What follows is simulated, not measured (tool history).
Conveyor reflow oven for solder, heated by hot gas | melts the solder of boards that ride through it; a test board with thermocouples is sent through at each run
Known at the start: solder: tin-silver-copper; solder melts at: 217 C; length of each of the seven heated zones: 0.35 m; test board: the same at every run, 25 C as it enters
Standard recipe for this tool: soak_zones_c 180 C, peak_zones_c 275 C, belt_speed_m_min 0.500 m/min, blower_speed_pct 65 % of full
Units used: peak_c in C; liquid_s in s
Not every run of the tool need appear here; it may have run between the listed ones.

run 1 day=0.000 | soak_zones_c=180 peak_zones_c=275 belt_speed_m_min=0.500 blower_speed_pct=65 | peak_c=263.54 liquid_s=74.7
run 2 day=0.862 | soak_zones_c=180 peak_zones_c=275 belt_speed_m_min=0.469 blower_speed_pct=65 | peak_c=265.13 liquid_s=80.7
run 3 day=2.067 | soak_zones_c=180 peak_zones_c=275 belt_speed_m_min=0.500 blower_speed_pct=65 | peak_c=263.68 liquid_s=75.0
run 4 day=3.196 | soak_zones_c=175 peak_zones_c=275 belt_speed_m_min=0.500 blower_speed_pct=65 | peak_c=262.97 liquid_s=72.5
run 5 day=4.138 | soak_zones_c=175 peak_zones_c=275 belt_speed_m_min=0.500 blower_speed_pct=65 | peak_c=263.01 liquid_s=72.4
run 6 day=4.988 | soak_zones_c=175 peak_zones_c=275 belt_speed_m_min=0.500 blower_speed_pct=65 | peak_c=263.07 liquid_s=72.5
run 7 day=5.846 | soak_zones_c=180 peak_zones_c=284 belt_speed_m_min=0.500 blower_speed_pct=65 | peak_c=272.15 liquid_s=78.9
run 8 day=6.604 | soak_zones_c=180 peak_zones_c=275 belt_speed_m_min=0.500 blower_speed_pct=65 | peak_c=263.72 liquid_s=74.9
run 9 day=8.108 | soak_zones_c=170 peak_zones_c=275 belt_speed_m_min=0.500 blower_speed_pct=65 | peak_c=262.45 liquid_s=70.6
run 10 day=9.525 | soak_zones_c=180 peak_zones_c=275 belt_speed_m_min=0.500 blower_speed_pct=65 | peak_c=263.58 liquid_s=74.9
run 11 day=10.679 | soak_zones_c=180 peak_zones_c=275 belt_speed_m_min=0.500 blower_speed_pct=65 | peak_c=263.64 liquid_s=74.8
-- day=11.579 flux residue cleaned out of gas plates and filters
run 12 day=12.092 | soak_zones_c=180 peak_zones_c=275 belt_speed_m_min=0.500 blower_speed_pct=65 | peak_c=264.37 liquid_s=75.6
run 13 day=13.333 | soak_zones_c=180 peak_zones_c=275 belt_speed_m_min=0.500 blower_speed_pct=65 | peak_c=264.64 liquid_s=75.9
run 14 day=14.696 | soak_zones_c=180 peak_zones_c=275 belt_speed_m_min=0.500 blower_speed_pct=65 | peak_c=264.60 liquid_s=75.8
run 15 day=15.792 | soak_zones_c=180 peak_zones_c=275 belt_speed_m_min=0.500 blower_speed_pct=65 | peak_c=264.74 liquid_s=75.8
run 16 day=16.654 | soak_zones_c=180 peak_zones_c=275 belt_speed_m_min=0.500 blower_speed_pct=63 | peak_c=264.36 liquid_s=75.6
run 17 day=17.571 | soak_zones_c=193 peak_zones_c=275 belt_speed_m_min=0.471 blower_speed_pct=65 | peak_c=267.35 liquid_s=87.6
run 18 day=18.708 | soak_zones_c=180 peak_zones_c=275 belt_speed_m_min=0.572 blower_speed_pct=55 | peak_c=259.18 liquid_s=62.6
run 19 day=19.608 | soak_zones_c=180 peak_zones_c=275 belt_speed_m_min=0.572 blower_speed_pct=55 | peak_c=259.15 liquid_s=62.6
run 20 day=20.900 | soak_zones_c=194 peak_zones_c=275 belt_speed_m_min=0.461 blower_speed_pct=55 | peak_c=267.10 liquid_s=90.1
run 21 day=22.050 | soak_zones_c=172 peak_zones_c=275 belt_speed_m_min=0.461 blower_speed_pct=55 | peak_c=264.38 liquid_s=79.3
run 22 day=23.400 | soak_zones_c=170 peak_zones_c=289 belt_speed_m_min=0.461 blower_speed_pct=54 | peak_c=277.46 liquid_s=85.5
run 23 day=24.296 | soak_zones_c=173 peak_zones_c=289 belt_speed_m_min=0.441 blower_speed_pct=73 | peak_c=281.19 liquid_s=91.8
run 24 day=24.988 | soak_zones_c=173 peak_zones_c=289 belt_speed_m_min=0.441 blower_speed_pct=73 | peak_c=281.33 liquid_s=92.0
run 25 day=25.608 | soak_zones_c=173 peak_zones_c=289 belt_speed_m_min=0.441 blower_speed_pct=73 | peak_c=281.23 liquid_s=92.0
run 26 day=26.612 | soak_zones_c=183 peak_zones_c=276 belt_speed_m_min=0.447 blower_speed_pct=69 | peak_c=268.96 liquid_s=89.0
run 27 day=27.983 | soak_zones_c=188 peak_zones_c=276 belt_speed_m_min=0.429 blower_speed_pct=69 | peak_c=270.14 liquid_s=95.6
run 28 day=28.971 | soak_zones_c=169 peak_zones_c=288 belt_speed_m_min=0.496 blower_speed_pct=89 | peak_c=278.63 liquid_s=79.7
run 29 day=29.675 | soak_zones_c=169 peak_zones_c=288 belt_speed_m_min=0.496 blower_speed_pct=89 | peak_c=278.35 liquid_s=79.6
run 30 day=30.375 | soak_zones_c=169 peak_zones_c=288 belt_speed_m_min=0.496 blower_speed_pct=89 | peak_c=278.63 liquid_s=79.7
run 31 day=31.321 | soak_zones_c=167 peak_zones_c=274 belt_speed_m_min=0.412 blower_speed_pct=65 | peak_c=266.87 liquid_s=89.5

Alternative continuations, all from the tool just after run 31; predict every row:
run A day=32.612 | soak_zones_c=167 peak_zones_c=274 belt_speed_m_min=0.560 blower_speed_pct=65 | peak_c=? liquid_s=?
run B day=32.612 | soak_zones_c=179 peak_zones_c=274 belt_speed_m_min=0.412 blower_speed_pct=65 | peak_c=? liquid_s=?
run C day=32.612 | soak_zones_c=171 peak_zones_c=275 belt_speed_m_min=0.500 blower_speed_pct=54 | peak_c=? liquid_s=?
run D day=32.612 | soak_zones_c=185 peak_zones_c=287 belt_speed_m_min=0.500 blower_speed_pct=60 | peak_c=? liquid_s=?

run=A peak_c=258.63 liquid_s=59.6
run=B peak_c=268.15 liquid_s=94.9
run=C peak_c=261.75 liquid_s=70.4
run=D peak_c=275.95 liquid_s=83.4
Take away the tool's hidden state, keep each run's random variation, and the runs would have read:
run=A peak_c=257.97 liquid_s=57.8
run=B peak_c=267.33 liquid_s=92.2
run=C peak_c=260.94 liquid_s=68.2
run=D peak_c=275.15 liquid_s=81.1
